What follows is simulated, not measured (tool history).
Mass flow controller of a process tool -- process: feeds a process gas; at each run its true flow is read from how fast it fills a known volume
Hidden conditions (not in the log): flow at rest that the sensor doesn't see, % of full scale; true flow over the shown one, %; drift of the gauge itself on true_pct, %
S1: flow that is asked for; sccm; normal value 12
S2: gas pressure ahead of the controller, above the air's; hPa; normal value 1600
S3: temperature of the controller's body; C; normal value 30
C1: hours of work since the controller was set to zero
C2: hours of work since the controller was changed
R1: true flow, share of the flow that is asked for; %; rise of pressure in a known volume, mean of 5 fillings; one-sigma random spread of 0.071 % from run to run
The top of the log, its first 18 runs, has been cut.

run	hour	S1	S2	S3	C1	C2	R1
19	1530	12	1680	30	3083	3083	100.46
20	1596.2	12	1600	30	3134	3134	100.44
21	1667.3	12	1600	30	3189	3189	100.39
22	1762.1	12	1600	30	3262	3262	100.44
23	1863.7	12	1600	30	3341	3341	100.36
24	1914.8	4	1710	22	3380	3380	97.46
25	2007.8	9	1600	22	3451	3451	99.46
26	2094.2	9	1600	22	3518	3518	99.31
27	2162.8	9	1600	22	3571	3571	99.41
28	2220.8	9	1600	22	3616	3616	99.52
29	2326.4	5	1600	22	3697	3697	98.15
30	2387.2	10	1600	30	3744	3744	100.09
31	2454.8	9	2700	30	3796	3796	99.35
32	2516.8	12	1930	30	3844	3844	100.23
33	2604.9	12	1550	21	3912	3912	100.11
34	2698.6	4	1600	30	3984	3984	97.99
35	2778	12	1600	22	4045	4045	100.06
36	2856.7	2	1690	34	4106	4106	94.98
37	2941.5	3	2390	34	4171	4171	96.49
38	3030.2	3	2390	34	4239	4239	96.48
39	3078	3	1570	31	4276	4276	96.68
40	3134.6	17	1570	31	4320	4320	101.43
41	3181.8	16	2440	31	4356	4356	100.69
42	3272.1	4	1640	31	4426	4426	97.71
43	3361.4	4	1640	31	4495	4495	97.88

Below are 5 alternative next runs, each starting from the tool's condition after run 43. Predict each:
A	3413.5	6	2200	25	4535	4535	?
B	3413.5	13	2090	39	4535	4535	?
C	3413.5	3	1950	31	4535	4535	?
D	3413.5	3	1600	30	4535	4535	?
E	3413.5	19	1930	36	4535	4535	?

run	R1
A	98.33
B	101
C	96.54
D	96.55
E	101.71
Without the tool's unlogged condition, the same runs would have read:
run	R1
A	98.61
B	100.14
C	98.93
D	98.94
E	100.53
